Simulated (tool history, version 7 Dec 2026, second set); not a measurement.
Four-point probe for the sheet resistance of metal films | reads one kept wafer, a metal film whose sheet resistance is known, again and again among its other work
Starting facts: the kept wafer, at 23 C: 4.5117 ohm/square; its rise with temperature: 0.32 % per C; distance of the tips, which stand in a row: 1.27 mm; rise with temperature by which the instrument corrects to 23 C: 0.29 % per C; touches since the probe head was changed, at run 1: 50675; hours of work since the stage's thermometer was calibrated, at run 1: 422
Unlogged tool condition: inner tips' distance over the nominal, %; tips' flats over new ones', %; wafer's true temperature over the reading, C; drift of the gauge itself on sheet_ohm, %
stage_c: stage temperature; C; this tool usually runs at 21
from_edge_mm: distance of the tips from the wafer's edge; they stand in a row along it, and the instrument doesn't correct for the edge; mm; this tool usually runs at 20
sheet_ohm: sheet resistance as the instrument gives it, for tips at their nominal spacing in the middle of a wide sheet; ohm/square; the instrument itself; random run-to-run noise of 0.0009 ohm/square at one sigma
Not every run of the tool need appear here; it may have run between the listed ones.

run	hour	stage_c	from_edge_mm	touches since the probe head was changed	hours of work since the stage's thermometer was calibrated	sheet_ohm
1	0	21	20	50675	422	4.490923
2	89.6	33	20	53824	480	4.503533
3	143.4	21	20	55716	515	4.486612
4	193.9	21	20	57490	548	4.486606
5	264	21	20	59954	594	4.485736
6	347	21	20	62874	648	4.483801
# hour 353.2: stage's thermometer calibrated
7	451.8	21	20	66537	64	4.482127
8	558.7	21	20	70296	134	4.479847
9	606.8	21	20	71986	165	4.478876
10	680.4	32	26	74574	213	4.489528
# hour 714.9: stage's thermometer calibrated, once more
11	772.7	19	10	77801	38	4.508121

What does the tool deliver on the next run?
12	823.3	21	6	79579	70	?

{"run 12": {"sheet_ohm": 4.576387}}
Were there no unlogged condition in the tool, this run, its random variation unchanged, would have produced sheet_ohm 4.615975 ohm/square.
